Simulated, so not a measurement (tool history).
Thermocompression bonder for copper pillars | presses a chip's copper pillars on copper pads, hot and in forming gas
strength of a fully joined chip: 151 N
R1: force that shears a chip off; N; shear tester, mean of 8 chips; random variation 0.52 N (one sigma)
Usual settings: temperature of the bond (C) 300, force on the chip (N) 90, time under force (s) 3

Run 1, hour 0.0: usual settings. Result: R1 89.1 N.
Run 2, hour 35.0: usual settings. Result: R1 89.2 N.
Run 3, hour 57.8: usual settings. Result: R1 89.6 N.
Run 4, hour 81.6: usual settings but force on the chip (N) 131. Result: R1 114.7 N.
Run 5, hour 123.7: usual settings but temperature of the bond (C) 283, force on the chip (N) 131. Result: R1 102.5 N.
At hour 150.7: forming gas filter changed.
Run 6, hour 155.3: usual settings. Result: R1 92.5 N.
Run 7, hour 180.4: usual settings but force on the chip (N) 132. Result: R1 119.0 N.
Run 8, hour 205.3: usual settings. Result: R1 92.0 N.
Run 9, hour 251.4: usual settings. Result: R1 91.8 N.
Run 10, hour 299.4: usual settings. Result: R1 89.4 N.
Run 11, hour 346.6: usual settings. Result: R1 89.1 N.
Run 12, hour 382.4: usual settings. Result: R1 89.0 N.
Run 13, hour 416.9: usual settings. Result: R1 88.0 N.
Run 14, hour 456.8: usual settings. Result: R1 87.3 N.
At hour 488.4: forming gas filter changed.
Run 15, hour 488.4: usual settings. Result: R1 92.7 N.
Run 16, hour 518.7: usual settings but time under force (s) 7. Result: R1 114.4 N.
Run 17, hour 548.2: usual settings but time under force (s) 7. Result: R1 113.9 N.
Run 18, hour 571.9: usual settings but time under force (s) 4. Result: R1 98.0 N.
Run 19, hour 606.0: usual settings but force on the chip (N) 97. Result: R1 95.4 N.
Run 20, hour 634.3: usual settings but force on the chip (N) 55. Result: R1 57.1 N.
Run 21, hour 675.3: usual settings but temperature of the bond (C) 330, force on the chip (N) 127. Result: R1 129.5 N.
Run 22, hour 705.5: usual settings but temperature of the bond (C) 315. Result: R1 98.5 N.
Run 23, hour 729.0: usual settings but temperature of the bond (C) 315. Result: R1 98.1 N.
Run 24, hour 773.4: usual settings but temperature of the bond (C) 324, force on the chip (N) 77, time under force (s) 2. Result: R1 80.9 N.
Run 25, hour 822.9: usual settings but temperature of the bond (C) 276, force on the chip (N) 77, time under force (s) 4. Result: R1 67.7 N.
At hour 828.1: forming gas filter changed.
Run 26, hour 851.0: usual settings but force on the chip (N) 89, time under force (s) 2. Result: R1 79.4 N.
Run 27, hour 876.0: usual settings but temperature of the bond (C) 293, force on the chip (N) 118, time under force (s) 8. Result: R1 128.6 N.
Run 28, hour 924.2: usual settings but temperature of the bond (C) 314, force on the chip (N) 88, time under force (s) 7. Result: R1 119.8 N.
Run 29, hour 947.4: usual settings but temperature of the bond (C) 311, force on the chip (N) 88, time under force (s) 5. Result: R1 110.3 N.
At hour 976.6: heater calibrated with a thermocouple chip.
Run 30, hour 997.8: usual settings but force on the chip (N) 106, time under force (s) 5. Result: R1 118.5 N.
Run 31, hour 1034.9: usual settings but temperature of the bond (C) 316, force on the chip (N) 86, time under force (s) 2. Result: R1 87.8 N.
Run 32, hour 1065.1: usual settings but temperature of the bond (C) 316, force on the chip (N) 86, time under force (s) 2. Result: R1 87.6 N.
Run 33, hour 1107.1: usual settings but temperature of the bond (C) 316, force on the chip (N) 86, time under force (s) 2. Result: R1 86.9 N.
Run 34, hour 1140.3: usual settings but temperature of the bond (C) 320, force on the chip (N) 113, time under force (s) 2. Result: R1 107.6 N.
At hour 1171.1: forming gas filter changed.
Run 35, hour 1175.1: usual settings but temperature of the bond (C) 323, force on the chip (N) 123, time under force (s) 2. Result: R1 121.0 N.

Forecast each of these 4 alternatives for the next run:
Run A, hour 1209.6: usual settings but temperature of the bond (C) 271, force on the chip (N) 54, time under force (s) 2. Result: R1 ?.
Run B, hour 1209.6: usual settings but temperature of the bond (C) 325, force on the chip (N) 96, time under force (s) 7. Result: R1 ?.
Run C, hour 1209.6: usual settings but temperature of the bond (C) 297, force on the chip (N) 65. Result: R1 ?.
Run D, hour 1209.6: usual settings but temperature of the bond (C) 323, force on the chip (N) 70, time under force (s) 2. Result: R1 ?.

run     R1
  A   37.2
  B  133.8
  C   70.7
  D   80.0
Without the tool's hidden state the same runs would have given:
run     R1
  A   35.8
  B  132.6
  C   68.5
  D   77.7
